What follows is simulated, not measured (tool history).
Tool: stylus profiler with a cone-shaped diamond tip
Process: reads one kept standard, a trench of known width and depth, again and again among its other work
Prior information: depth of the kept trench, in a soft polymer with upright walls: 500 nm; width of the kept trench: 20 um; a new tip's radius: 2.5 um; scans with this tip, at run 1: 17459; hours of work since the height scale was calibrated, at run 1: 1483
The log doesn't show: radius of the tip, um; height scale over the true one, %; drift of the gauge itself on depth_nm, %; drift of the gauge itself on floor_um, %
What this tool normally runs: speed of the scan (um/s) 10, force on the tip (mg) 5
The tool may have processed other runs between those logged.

run,hour,speed of the scan (um/s),force on the tip (mg),scans with this tip,hours of work since the height scale was calibrated,depth of the trench (angstrom),width of the trench's floor (µm)
1,0,10,5,17459,1483,5038.3,15.08
2,83.5,10,5,18205,1546,5039.2,15.01
3,162.9,10,5,18915,1606,5039.3,14.94
4,244.9,10,5,19649,1669,5038.2,14.91
5,322.3,10,12.18,20341,1727,5079.4,14.87
6,411,10,12.18,21134,1795,5079.1,14.73
7,463.8,10,12.18,21606,1835,5080.9,14.72
8,525.2,6,5,22155,1881,5036.7,14.69
9,590.1,6,5,22736,1931,5037.1,14.66
10,631.8,5,5,23108,1962,5034.9,14.68
11,668.1,38,11.1,23432,1990,5072.2,14.53
12,757.8,10,4.93,24235,2058,5033.8,14.5
# hour 800.5: new tip fitted, height scale calibrated
13,831.3,10,4.93,274,23,5049.7,17
14,885.6,26,3.44,760,65,5040.5,16.8
# hour 892.2: height scale calibrated on a step standard
15,942.3,2,1.77,1263,38,5021.6,16.9

The next listed run, before its measurement:
16,1000.3,2,1.77,1781,82,?,?

depth of the trench (angstrom): 5022.2
width of the trench's floor (µm): 16.79
With no hidden state in the tool, this same run would have given depth of the trench (angstrom) 5027.2, width of the trench's floor (µm) 16.98.
